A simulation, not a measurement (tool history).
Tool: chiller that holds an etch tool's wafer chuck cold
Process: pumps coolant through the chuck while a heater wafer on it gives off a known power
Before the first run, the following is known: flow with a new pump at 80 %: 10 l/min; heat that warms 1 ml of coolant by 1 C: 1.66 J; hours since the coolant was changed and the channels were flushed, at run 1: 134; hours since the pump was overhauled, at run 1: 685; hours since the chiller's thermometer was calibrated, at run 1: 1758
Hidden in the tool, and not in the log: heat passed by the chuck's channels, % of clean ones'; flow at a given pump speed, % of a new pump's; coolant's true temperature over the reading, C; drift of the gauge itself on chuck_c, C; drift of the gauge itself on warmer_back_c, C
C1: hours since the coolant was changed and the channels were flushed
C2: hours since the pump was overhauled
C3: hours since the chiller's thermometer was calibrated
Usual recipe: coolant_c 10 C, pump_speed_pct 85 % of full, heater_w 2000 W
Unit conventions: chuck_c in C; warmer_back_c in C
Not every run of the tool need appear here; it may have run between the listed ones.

{"run": 1, "day": 0.0, "coolant_c": 10, "pump_speed_pct": 85, "heater_w": 2000, "C1": 134, "C2": 685, "C3": 1758, "chuck_c": 34, "warmer_back_c": 6.72}
{"run": 2, "day": 0.946, "coolant_c": 10, "pump_speed_pct": 85, "heater_w": 1568, "C1": 157, "C2": 707, "C3": 1780, "chuck_c": 28.7, "warmer_back_c": 5.38}
{"run": 3, "day": 2.529, "coolant_c": 10, "pump_speed_pct": 85, "heater_w": 1568, "C1": 195, "C2": 745, "C3": 1818, "chuck_c": 28.7, "warmer_back_c": 5.33}
{"run": 4, "day": 3.433, "coolant_c": 10, "pump_speed_pct": 85, "heater_w": 1568, "C1": 216, "C2": 767, "C3": 1840, "chuck_c": 28.7, "warmer_back_c": 5.35}
{"run": 5, "day": 4.504, "coolant_c": 10, "pump_speed_pct": 85, "heater_w": 2000, "C1": 242, "C2": 793, "C3": 1866, "chuck_c": 33.8, "warmer_back_c": 6.83}
{"run": 6, "day": 5.475, "coolant_c": 10, "pump_speed_pct": 85, "heater_w": 1207, "C1": 265, "C2": 816, "C3": 1889, "chuck_c": 24.5, "warmer_back_c": 4.14}
{"run": 7, "day": 7.208, "coolant_c": 10, "pump_speed_pct": 85, "heater_w": 1207, "C1": 307, "C2": 858, "C3": 1931, "chuck_c": 24.3, "warmer_back_c": 4.11}
{"run": 8, "day": 8.725, "coolant_c": 10, "pump_speed_pct": 85, "heater_w": 1207, "C1": 343, "C2": 894, "C3": 1967, "chuck_c": 24.5, "warmer_back_c": 4.19}
{"run": 9, "day": 9.629, "coolant_c": 10, "pump_speed_pct": 85, "heater_w": 1207, "C1": 365, "C2": 916, "C3": 1989, "chuck_c": 24.2, "warmer_back_c": 4.09}
{"run": 10, "day": 11.183, "coolant_c": 10, "pump_speed_pct": 85, "heater_w": 1207, "C1": 402, "C2": 953, "C3": 2026, "chuck_c": 24.3, "warmer_back_c": 4.06}
{"run": 11, "day": 12.438, "coolant_c": 10, "pump_speed_pct": 85, "heater_w": 1207, "C1": 432, "C2": 983, "C3": 2056, "chuck_c": 24.4, "warmer_back_c": 4.16}
{"run": 12, "day": 13.308, "coolant_c": 10, "pump_speed_pct": 85, "heater_w": 1207, "C1": 453, "C2": 1004, "C3": 2077, "chuck_c": 24.5, "warmer_back_c": 4.13}
{"run": 13, "day": 14.917, "coolant_c": 10, "pump_speed_pct": 89, "heater_w": 2000, "C1": 492, "C2": 1043, "C3": 2116, "chuck_c": 33.4, "warmer_back_c": 6.51}
{"run": 14, "day": 15.971, "coolant_c": 10, "pump_speed_pct": 89, "heater_w": 2000, "C1": 517, "C2": 1068, "C3": 2141, "chuck_c": 33.4, "warmer_back_c": 6.53}
{"run": 15, "day": 17.192, "coolant_c": 10, "pump_speed_pct": 89, "heater_w": 2000, "C1": 546, "C2": 1097, "C3": 2170, "chuck_c": 33.6, "warmer_back_c": 6.51}
{"run": 16, "day": 17.954, "coolant_c": 10, "pump_speed_pct": 89, "heater_w": 2000, "C1": 565, "C2": 1116, "C3": 2188, "chuck_c": 33.3, "warmer_back_c": 6.47}
{"run": 17, "day": 19.321, "coolant_c": 11, "pump_speed_pct": 97, "heater_w": 1131, "C1": 598, "C2": 1148, "C3": 2221, "chuck_c": 23.7, "warmer_back_c": 3.44}
{"run": 18, "day": 21.108, "coolant_c": 10, "pump_speed_pct": 67, "heater_w": 1859, "C1": 640, "C2": 1191, "C3": 2264, "chuck_c": 35, "warmer_back_c": 8.05}
{"run": 19, "day": 22.662, "coolant_c": 10, "pump_speed_pct": 97, "heater_w": 2656, "C1": 678, "C2": 1229, "C3": 2301, "chuck_c": 39.9, "warmer_back_c": 7.96}
{"run": 20, "day": 24.542, "coolant_c": 10, "pump_speed_pct": 78, "heater_w": 1659, "C1": 723, "C2": 1274, "C3": 2347, "chuck_c": 30.7, "warmer_back_c": 6.15}
{"run": 21, "day": 26.1, "coolant_c": 13, "pump_speed_pct": 78, "heater_w": 1113, "C1": 760, "C2": 1311, "C3": 2384, "chuck_c": 26.9, "warmer_back_c": 4.16}
{"day": 26.712, "done": "chiller's thermometer calibrated"}
{"run": 22, "day": 27.679, "coolant_c": 13, "pump_speed_pct": 78, "heater_w": 1113, "C1": 797, "C2": 1348, "C3": 23, "chuck_c": 26.9, "warmer_back_c": 4.12}
{"run": 23, "day": 29.117, "coolant_c": 1, "pump_speed_pct": 61, "heater_w": 1434, "C1": 832, "C2": 1383, "C3": 58, "chuck_c": 21.3, "warmer_back_c": 6.8}
{"run": 24, "day": 30.175, "coolant_c": 11, "pump_speed_pct": 61, "heater_w": 1133, "C1": 857, "C2": 1408, "C3": 83, "chuck_c": 27, "warmer_back_c": 5.4}
{"run": 25, "day": 31.412, "coolant_c": 11, "pump_speed_pct": 66, "heater_w": 1680, "C1": 887, "C2": 1438, "C3": 113, "chuck_c": 33.9, "warmer_back_c": 7.34}
{"run": 26, "day": 32.8, "coolant_c": 11, "pump_speed_pct": 66, "heater_w": 1680, "C1": 920, "C2": 1471, "C3": 146, "chuck_c": 33.8, "warmer_back_c": 7.31}
{"run": 27, "day": 33.904, "coolant_c": 10, "pump_speed_pct": 85, "heater_w": 1406, "C1": 947, "C2": 1497, "C3": 173, "chuck_c": 26.8, "warmer_back_c": 4.82}
{"run": 28, "day": 35.4, "coolant_c": 15, "pump_speed_pct": 85, "heater_w": 2008, "C1": 982, "C2": 1533, "C3": 209, "chuck_c": 39.1, "warmer_back_c": 6.87}
{"run": 29, "day": 36.638, "coolant_c": 8, "pump_speed_pct": 72, "heater_w": 2000, "C1": 1012, "C2": 1563, "C3": 238, "chuck_c": 34.1, "warmer_back_c": 7.93}
{"run": 30, "day": 37.9, "coolant_c": 3, "pump_speed_pct": 85, "heater_w": 1450, "C1": 1042, "C2": 1593, "C3": 269, "chuck_c": 20.4, "warmer_back_c": 4.92}
{"run": 31, "day": 38.971, "coolant_c": 14, "pump_speed_pct": 88, "heater_w": 1302, "C1": 1068, "C2": 1619, "C3": 294, "chuck_c": 29.2, "warmer_back_c": 4.31}
{"run": 32, "day": 40.467, "coolant_c": 14, "pump_speed_pct": 88, "heater_w": 1302, "C1": 1104, "C2": 1655, "C3": 330, "chuck_c": 29.2, "warmer_back_c": 4.36}

3 ways to go on from here, each from the tool as it stands after run 32. What would each give?
{"run": "A", "day": 42.046, "coolant_c": 2, "pump_speed_pct": 81, "heater_w": 1302, "C1": 1142, "C2": 1693, "C3": 368, "chuck_c": "?", "warmer_back_c": "?"}
{"run": "B", "day": 42.046, "coolant_c": 18, "pump_speed_pct": 97, "heater_w": 1042, "C1": 1142, "C2": 1693, "C3": 368, "chuck_c": "?", "warmer_back_c": "?"}
{"run": "C", "day": 42.046, "coolant_c": 10, "pump_speed_pct": 85, "heater_w": 2014, "C1": 1142, "C2": 1693, "C3": 368, "chuck_c": "?", "warmer_back_c": "?"}

run=A chuck_c=18 warmer_back_c=4.71
run=B chuck_c=29.6 warmer_back_c=3.15
run=C chuck_c=34 warmer_back_c=6.86
Without the tool's unlogged condition, the same runs would have read:
run=A chuck_c=18 warmer_back_c=4.71
run=B chuck_c=29.6 warmer_back_c=3.15
run=C chuck_c=34 warmer_back_c=6.86
